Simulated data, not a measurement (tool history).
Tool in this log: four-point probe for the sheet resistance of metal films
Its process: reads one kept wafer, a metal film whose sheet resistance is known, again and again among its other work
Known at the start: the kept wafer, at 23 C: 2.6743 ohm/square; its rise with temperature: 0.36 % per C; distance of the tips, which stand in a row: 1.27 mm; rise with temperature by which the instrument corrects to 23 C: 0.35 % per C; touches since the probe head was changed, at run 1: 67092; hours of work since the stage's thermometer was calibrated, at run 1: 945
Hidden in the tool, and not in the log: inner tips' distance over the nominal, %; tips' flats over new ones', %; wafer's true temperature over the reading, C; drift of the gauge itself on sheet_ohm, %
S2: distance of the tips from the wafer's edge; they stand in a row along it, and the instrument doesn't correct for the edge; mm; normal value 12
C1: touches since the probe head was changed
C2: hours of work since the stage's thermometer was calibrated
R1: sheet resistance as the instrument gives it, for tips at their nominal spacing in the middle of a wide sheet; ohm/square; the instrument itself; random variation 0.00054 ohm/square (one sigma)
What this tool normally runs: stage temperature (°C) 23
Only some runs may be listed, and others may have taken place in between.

run 1 hour=0.0 | stage_temperature_(°C)=23 S2=12 | C1=67092 C2=945 | R1=2.678364
run 2 hour=42.5 | stage_temperature_(°C)=23 S2=12 | C1=68730 C2=964 | R1=2.678384
run 3 hour=95.4 | stage_temperature_(°C)=23 S2=12 | C1=70767 C2=988 | R1=2.677285
run 4 hour=172.9 | stage_temperature_(°C)=23 S2=7 | C1=73753 C2=1023 | R1=2.706663
run 5 hour=224.3 | stage_temperature_(°C)=23 S2=4 | C1=75735 C2=1046 | R1=2.797010
run 6 hour=294.3 | stage_temperature_(°C)=23 S2=4 | C1=78432 C2=1077 | R1=2.797174
run 7 hour=361.1 | stage_temperature_(°C)=23 S2=4 | C1=81005 C2=1107 | R1=2.795362
run 8 hour=430.2 | stage_temperature_(°C)=23 S2=12 | C1=83667 C2=1138 | R1=2.674232
run 9 hour=496.0 | stage_temperature_(°C)=24 S2=12 | C1=86203 C2=1167 | R1=2.673772
run 10 hour=543.7 | stage_temperature_(°C)=24 S2=12 | C1=88043 C2=1188 | R1=2.673136
run 11 hour=579.7 | stage_temperature_(°C)=30 S2=12 | C1=89428 C2=1205 | R1=2.675776
run 12 hour=654.3 | stage_temperature_(°C)=30 S2=12 | C1=92302 C2=1238 | R1=2.674319
run 13 hour=696.6 | stage_temperature_(°C)=23 S2=12 | C1=93934 C2=1257 | R1=2.672281
run 14 hour=728.9 | stage_temperature_(°C)=23 S2=12 | C1=95175 C2=1271 | R1=2.670155
-- hour=749.7 new probe head fitted
run 15 hour=772.2 | stage_temperature_(°C)=23 S2=12 | C1=866 C2=1290 | R1=2.717337
-- hour=776.7 stage's thermometer calibrated
run 16 hour=811.9 | stage_temperature_(°C)=23 S2=12 | C1=2379 C2=16 | R1=2.718164
run 17 hour=874.3 | stage_temperature_(°C)=24 S2=12 | C1=4782 C2=44 | R1=2.716893
-- hour=920.8 stage's thermometer calibrated, once more
run 18 hour=943.8 | stage_temperature_(°C)=31 S2=12 | C1=7441 C2=10 | R1=2.715872
run 19 hour=1017.1 | stage_temperature_(°C)=35 S2=22 | C1=10263 C2=43 | R1=2.706013
run 20 hour=1086.7 | stage_temperature_(°C)=35 S2=22 | C1=12948 C2=74 | R1=2.705176
run 21 hour=1152.3 | stage_temperature_(°C)=35 S2=22 | C1=15474 C2=104 | R1=2.705089
run 22 hour=1225.1 | stage_temperature_(°C)=35 S2=22 | C1=18280 C2=136 | R1=2.702923
run 23 hour=1278.9 | stage_temperature_(°C)=25 S2=7 | C1=20351 C2=160 | R1=2.741836
run 24 hour=1334.4 | stage_temperature_(°C)=25 S2=25 | C1=22489 C2=185 | R1=2.697103
run 25 hour=1372.4 | stage_temperature_(°C)=31 S2=5 | C1=23953 C2=202 | R1=2.786179
run 26 hour=1431.8 | stage_temperature_(°C)=26 S2=20 | C1=26241 C2=228 | R1=2.698912
run 27 hour=1464.7 | stage_temperature_(°C)=32 S2=44 | C1=27511 C2=243 | R1=2.695863
run 28 hour=1525.7 | stage_temperature_(°C)=27 S2=72 | C1=29859 C2=270 | R1=2.693518
run 29 hour=1603.6 | stage_temperature_(°C)=29 S2=6 | C1=32862 C2=305 | R1=2.755931
run 30 hour=1679.2 | stage_temperature_(°C)=29 S2=6 | C1=35774 C2=339 | R1=2.754172
run 31 hour=1751.7 | stage_temperature_(°C)=23 S2=10 | C1=38567 C2=371 | R1=2.711922
run 32 hour=1825.6 | stage_temperature_(°C)=23 S2=12 | C1=41417 C2=405 | R1=2.704239

Same runs, no hidden state in the tool, same run-to-run variation:
run=1 R1=2.690246
run=2 R1=2.690722
run=3 R1=2.690136
run=4 R1=2.720428
run=5 R1=2.811744
run=6 R1=2.812669
run=7 R1=2.811559
run=8 R1=2.690462
run=9 R1=2.690702
run=10 R1=2.690570
run=11 R1=2.693674
run=12 R1=2.692953
run=13 R1=2.691251
run=14 R1=2.689462
run=15 R1=2.690766
run=16 R1=2.691392
run=17 R1=2.690741
run=18 R1=2.693146
run=19 R1=2.684144
run=20 R1=2.683981
run=21 R1=2.684508
run=22 R1=2.683122
run=23 R1=2.722259
run=24 R1=2.678352
run=25 R1=2.767249
run=26 R1=2.681098
run=27 R1=2.678415
run=28 R1=2.676719
run=29 R1=2.739545
run=30 R1=2.738594
run=31 R1=2.697219
run=32 R1=2.690292
